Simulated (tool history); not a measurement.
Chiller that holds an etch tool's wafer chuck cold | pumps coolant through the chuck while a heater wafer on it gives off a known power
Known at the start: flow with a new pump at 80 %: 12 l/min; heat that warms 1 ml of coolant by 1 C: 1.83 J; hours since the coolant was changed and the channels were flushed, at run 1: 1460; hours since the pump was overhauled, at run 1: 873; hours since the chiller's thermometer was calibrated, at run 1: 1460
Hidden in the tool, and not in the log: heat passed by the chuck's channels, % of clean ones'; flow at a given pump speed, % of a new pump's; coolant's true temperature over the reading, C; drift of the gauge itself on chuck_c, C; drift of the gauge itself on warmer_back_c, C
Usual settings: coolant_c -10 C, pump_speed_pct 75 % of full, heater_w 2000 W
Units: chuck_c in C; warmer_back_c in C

run     day  coolant_c  pump_speed_pct  heater_w  hours since the coolant was changed and the channels were flushed  hours since the pump was overhauled  hours since the chiller's thermometer was calibrated  chuck_c  warmer_back_c
  1   0.000        -10              75      2000                                                               1460                                  873                                                  1460     13.6           5.83
  2   0.854        -10              75      2876                                                               1480                                  894                                                  1480     24.1           8.45
  3   1.942        -10              75      2876                                                               1506                                  920                                                  1506     24.0           8.47
  4   3.146        -10              75      2876                                                               1535                                  949                                                  1535     23.8           8.48
  5   3.850        -10              75      2876                                                               1552                                  966                                                  1552     24.0           8.44
  6   5.092        -10              75      2876                                                               1582                                  995                                                  1582     23.7           8.53
  7   6.017        -10              75      2000                                                               1604                                 1018                                                  1604     13.5           6.03
  8   6.583        -10              75      2000                                                               1617                                 1031                                                  1617     13.4           6.08
  9   7.483        -19              75      2000                                                               1639                                 1053                                                  1639      4.6           6.04
 10   8.412        -19              75      2000                                                               1661                                 1075                                                  1661      4.6           6.11
 11   8.983        -19              75      2000                                                               1675                                 1089                                                  1675      4.8           6.13
 12   9.812        -19              75      2000                                                               1695                                 1109                                                  1695      4.7           6.11
 13  11.004        -19              75      2341                                                               1724                                 1137                                                  1724      8.6           7.18
 14  12.221        -10              89      1267                                                               1753                                 1167                                                  1753      2.7           3.49
     12.658  -- gauge calibrated
 15  13.350         -6              75      2000                                                               1780                                 1194                                                  1780     17.5           5.89
 16  14.088         -9              99      1795                                                               1798                                 1211                                                  1798      7.3           3.92
 17  14.629         -2              75      2000                                                               1811                                 1224                                                  1811     21.5           5.94
 18  15.888         -9              87      2696                                                               1841                                 1255                                                  1841     18.5           6.77
 19  17.025        -20              77      2000                                                               1868                                 1282                                                  1868      3.0           5.76
 20  18.092        -10              75      1962                                                               1894                                 1307                                                  1894     13.2           5.91
 21  19.250        -18              75      2000                                                               1922                                 1335                                                  1922      5.7           6.04
 22  20.104        -18              75      1526                                                               1942                                 1356                                                  1942      0.1           4.61

5 ways to go on from here, each from the tool as it stands after run 22. What would each give?
  A  21.062        -10              75      1135                                                               1965                                 1379                                                  1965        ?              ?
  B  21.062         -4              75      2997                                                               1965                                 1379                                                  1965        ?              ?
  C  21.062         -3              62      2552                                                               1965                                 1379                                                  1965        ?              ?
  D  21.062         -6              66      1366                                                               1965                                 1379                                                  1965        ?              ?
  E  21.062        -11              61      1347                                                               1965                                 1379                                                  1965        ?              ?

run  chuck_c  warmer_back_c
  A      3.2           3.56
  B     31.2           8.98
  C     32.8           9.40
  D     12.3           4.81
  E      8.4           5.20
Without the tool's hidden state the same runs would have given:
run  chuck_c  warmer_back_c
  A      3.2           3.31
  B     31.2           8.72
  C     32.8           9.14
  D     12.3           4.56
  E      8.3           4.94
